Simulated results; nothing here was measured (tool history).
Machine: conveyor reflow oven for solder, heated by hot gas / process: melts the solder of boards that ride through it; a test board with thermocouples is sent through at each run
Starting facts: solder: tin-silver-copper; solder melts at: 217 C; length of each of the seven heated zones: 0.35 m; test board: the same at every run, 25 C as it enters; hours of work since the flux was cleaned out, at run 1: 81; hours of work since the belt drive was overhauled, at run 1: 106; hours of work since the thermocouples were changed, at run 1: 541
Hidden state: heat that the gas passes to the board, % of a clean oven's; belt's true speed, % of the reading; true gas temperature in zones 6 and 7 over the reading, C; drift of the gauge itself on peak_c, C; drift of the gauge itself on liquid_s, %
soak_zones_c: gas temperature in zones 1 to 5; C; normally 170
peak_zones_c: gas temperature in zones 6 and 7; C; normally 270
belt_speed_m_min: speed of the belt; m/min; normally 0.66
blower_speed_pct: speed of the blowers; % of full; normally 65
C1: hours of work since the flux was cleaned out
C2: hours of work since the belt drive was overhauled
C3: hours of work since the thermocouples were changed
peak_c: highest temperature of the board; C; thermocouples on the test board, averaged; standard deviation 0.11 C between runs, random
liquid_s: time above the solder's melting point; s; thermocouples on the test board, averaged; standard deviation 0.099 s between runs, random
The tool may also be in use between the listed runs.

Run 1, day 0: usual settings; C1 81; C2 106; C3 541. Result: peak_c 255.3 C, liquid_s 48.71 s.
Run 2, day 0.367: usual settings; C1 86; C2 111; C3 546. Result: peak_c 255.3 C, liquid_s 48.61 s.
Run 3, day 0.592: usual settings; C1 89; C2 114; C3 549. Result: peak_c 255.2 C, liquid_s 48.56 s.
Run 4, day 0.892: usual settings; C1 94; C2 119; C3 554. Result: peak_c 255.3 C, liquid_s 48.66 s.
Run 5, day 1.192: usual settings; C1 98; C2 123; C3 558. Result: peak_c 255.2 C, liquid_s 48.43 s.
Run 6, day 1.521: usual settings; C1 103; C2 128; C3 563. Result: peak_c 255.3 C, liquid_s 48.48 s.
At day 1.762: flux residue cleaned out of gas plates and filters.
Run 7, day 1.925: usual settings; C1 2; C2 131; C3 566. Result: peak_c 254.8 C, liquid_s 48.18 s.
Run 8, day 2.212: usual settings; C1 7; C2 135; C3 570. Result: peak_c 255 C, liquid_s 48.2 s.
Run 9, day 2.45: usual settings; C1 10; C2 139; C3 574. Result: peak_c 255 C, liquid_s 48.31 s.
Run 10, day 2.688: usual settings but soak_zones_c 175 C, peak_zones_c 261 C; C1 14; C2 142; C3 577. Result: peak_c 247.7 C, liquid_s 45.4 s.
Run 11, day 3.038: usual settings but soak_zones_c 175 C, peak_zones_c 261 C; C1 19; C2 148; C3 583. Result: peak_c 247.7 C, liquid_s 45.41 s.
Run 12, day 3.304: usual settings but soak_zones_c 175 C, peak_zones_c 275 C, belt_speed_m_min 0.586 m/min, blower_speed_pct 51 % of full; C1 23; C2 152; C3 586. Result: peak_c 260 C, liquid_s 58.96 s.
At day 3.817: flux residue cleaned out of gas plates and filters, once more.
Run 13, day 3.912: usual settings but peak_zones_c 275 C, belt_speed_m_min 0.586 m/min, blower_speed_pct 89 % of full; C1 1; C2 158; C3 592. Result: peak_c 268.4 C, liquid_s 62.87 s.
Run 14, day 4.275: usual settings but soak_zones_c 166 C, peak_zones_c 274 C, belt_speed_m_min 0.762 m/min, blower_speed_pct 83 % of full; C1 7; C2 163; C3 598. Result: peak_c 258.6 C, liquid_s 42.54 s.
Run 15, day 4.608: usual settings but soak_zones_c 167 C, peak_zones_c 274 C, belt_speed_m_min 0.586 m/min; C1 12; C2 168; C3 603. Result: peak_c 262.7 C, liquid_s 58.55 s.
Run 16, day 4.962: usual settings but soak_zones_c 160 C; C1 17; C2 173; C3 608. Result: peak_c 253.9 C, liquid_s 45.4 s.
Run 17, day 5.271: usual settings but soak_zones_c 160 C; C1 22; C2 178; C3 613. Result: peak_c 254.1 C, liquid_s 45.23 s.

Here are 5 independent what-if runs from the current tool condition. What would each one return?
Run A, day 5.492: usual settings but soak_zones_c 160 C, peak_zones_c 271 C, blower_speed_pct 70 % of full; C1 25; C2 181; C3 616. Result: peak_c ?, liquid_s ?.
Run B, day 5.492: usual settings but soak_zones_c 180 C, belt_speed_m_min 0.767 m/min; C1 25; C2 181; C3 616. Result: peak_c ?, liquid_s ?.
Run C, day 5.492: usual settings but peak_zones_c 272 C, belt_speed_m_min 0.67 m/min; C1 25; C2 181; C3 616. Result: peak_c ?, liquid_s ?.
Run D, day 5.492: usual settings but peak_zones_c 284 C, belt_speed_m_min 0.561 m/min, blower_speed_pct 53 % of full; C1 25; C2 181; C3 616. Result: peak_c ?, liquid_s ?.
Run E, day 5.492: usual settings but soak_zones_c 158 C, peak_zones_c 278 C, blower_speed_pct 58 % of full; C1 25; C2 181; C3 616. Result: peak_c ?, liquid_s ?.

run  peak_c  liquid_s
  A   256.4     46.72
  B   252.4     42.17
  C   256.8     48.53
  D   270.1      65.6
  E   258.5     46.94
With the hidden condition removed and each run's random variation left untouched, the same runs would have given:
run  peak_c  liquid_s
  A   255.2     45.95
  B   251.3     41.46
  C   255.6     47.76
  D   268.8     64.75
  E   257.3     46.13

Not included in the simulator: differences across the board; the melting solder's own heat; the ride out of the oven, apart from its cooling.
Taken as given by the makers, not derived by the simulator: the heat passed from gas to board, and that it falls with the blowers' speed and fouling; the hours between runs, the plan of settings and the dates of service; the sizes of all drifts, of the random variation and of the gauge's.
